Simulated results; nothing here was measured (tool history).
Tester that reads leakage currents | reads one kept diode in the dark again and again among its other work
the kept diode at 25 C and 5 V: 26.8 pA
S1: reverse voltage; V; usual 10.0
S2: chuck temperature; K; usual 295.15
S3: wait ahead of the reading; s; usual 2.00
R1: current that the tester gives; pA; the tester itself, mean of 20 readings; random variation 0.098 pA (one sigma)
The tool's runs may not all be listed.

run     day    S1      S2    S3      R1
  1   0.000  10.0  295.15  2.00   30.96
  2   1.638  10.0  295.15  2.00   31.08
  3   2.450  10.0  295.15  2.00   31.10
  4   4.088  10.0  295.15  2.00   30.90
  5   5.371  10.0  295.15  1.60   31.40
  6   6.308  10.0  295.15  1.60   31.65
  7   7.325  10.0  295.15  1.60   31.68
  8   9.046  10.0  307.15  2.00   73.06
  9  10.900  10.0  328.15  2.00  298.49
 10  11.896  10.0  295.15  6.11   30.66
 11  12.833  10.0  295.15  2.00   31.45
 12  13.854  10.0  295.15  2.00   31.68
 13  14.617  10.1  316.15  2.00  136.78
 14  15.592  10.1  316.15  2.00  137.55
 15  16.746  10.1  316.15  2.00  137.04
 16  18.442   2.3  300.15  3.65   26.59
 17  19.779   2.3  300.15  3.65   26.37
 18  21.596  10.0  313.15  0.67  114.74
 19  22.667   2.3  295.15  0.54   19.36
 20  23.892   1.2  317.15  3.21   72.35
 21  24.858  10.0  315.15  2.00  129.25
 22  26.688   1.6  299.15  2.00   22.06
 23  27.675   1.6  299.15  2.00   22.10
 24  29.358   7.4  326.15  0.44  247.41

3 ways to go on from here, each from the tool as it stands after run 24. What would each give?
  A  30.296   5.6  326.15  0.44   ?
  B  30.296  10.0  331.15  9.25   ?
  C  30.296  12.7  295.15  2.00   ?

run      R1
  A  223.37
  B  366.93
  C   36.26
Without the tool's hidden state the same runs would have given:
run      R1
  A  207.55
  B  341.10
  C   30.74

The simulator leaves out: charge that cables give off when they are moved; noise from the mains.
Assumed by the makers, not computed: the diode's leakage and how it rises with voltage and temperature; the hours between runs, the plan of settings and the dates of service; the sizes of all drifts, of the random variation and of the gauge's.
